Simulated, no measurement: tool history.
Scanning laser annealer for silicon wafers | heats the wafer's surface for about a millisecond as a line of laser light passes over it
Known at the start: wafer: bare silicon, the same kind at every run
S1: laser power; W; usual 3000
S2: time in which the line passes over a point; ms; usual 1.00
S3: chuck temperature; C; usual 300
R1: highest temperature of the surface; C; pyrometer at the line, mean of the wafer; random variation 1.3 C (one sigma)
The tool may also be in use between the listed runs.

run   hour    S1    S2   S3    R1
  1    0.0  3000  1.00  300  1016
  2   26.1  3000  1.00  300  1016
  3   46.7  3000  1.13  300  1061
  4   65.7  2590  1.13  300   960
  5   95.2  2570  1.00  300   920
  6  125.9  2570  1.00  300   921
  7  140.2  2570  1.00  300   921
  8  159.2  3000  1.00  300  1014
  9  186.2  3000  1.00  300  1016
 10  205.2  3000  1.00  300  1014
 11  224.9  3000  1.00  300  1011
 12  254.2  3000  0.76  300   925
 13  285.5  3000  0.76  300   926
 14  305.5  3000  1.04  300  1025
 15  329.2  3000  1.04  300  1026
 16  355.8  3000  0.85  300   956
 17  384.0  3000  0.85  300   959
 18  400.6  3000  0.85  300   957
 19  426.0  3000  0.85  300   955
 20  454.7  3000  0.85  300   956
 21  476.1  3000  0.85  300   955
 22  495.1  2836  1.12  300  1009
 23  519.8  3167  0.83  309   989
 24  536.1  2588  1.17  334   998
 25  562.1  2588  0.96  334   937
 26  577.0  3294  1.00  335  1103
 27  593.7  2663  0.85  309   893
 28  619.6  3000  0.70  321   916
 29  632.9  3000  0.70  321   916
 30  652.3  2627  0.98  287   904
 31  678.7  2627  0.98  287   902
 32  701.1  2559  1.00  275   882
 33  726.6  3000  1.16  324  1079
 34  746.2  3000  1.16  324  1079
     761.8  -- optics aligned, line set to its width
 35  770.2  3000  1.16  324  1084
 36  793.1  3243  1.00  284  1041
 37  818.4  3006  1.13  332  1081
 38  841.5  3166  0.72  332   964
 39  870.0  3166  0.72  332   968
 40  891.4  2795  0.73  285   853
 41  905.4  2711  1.00  300   941

Forecast each of these 3 alternatives for the next run:
  A  925.3  2554  1.24  282   ?
  B  925.3  3000  1.14  316   ?
  C  925.3  2799  0.91  262   ?

run    R1
  A   953
  B  1063
  C   893
Without the tool's hidden state the same runs would have given:
run    R1
  A   968
  B  1079
  C   906
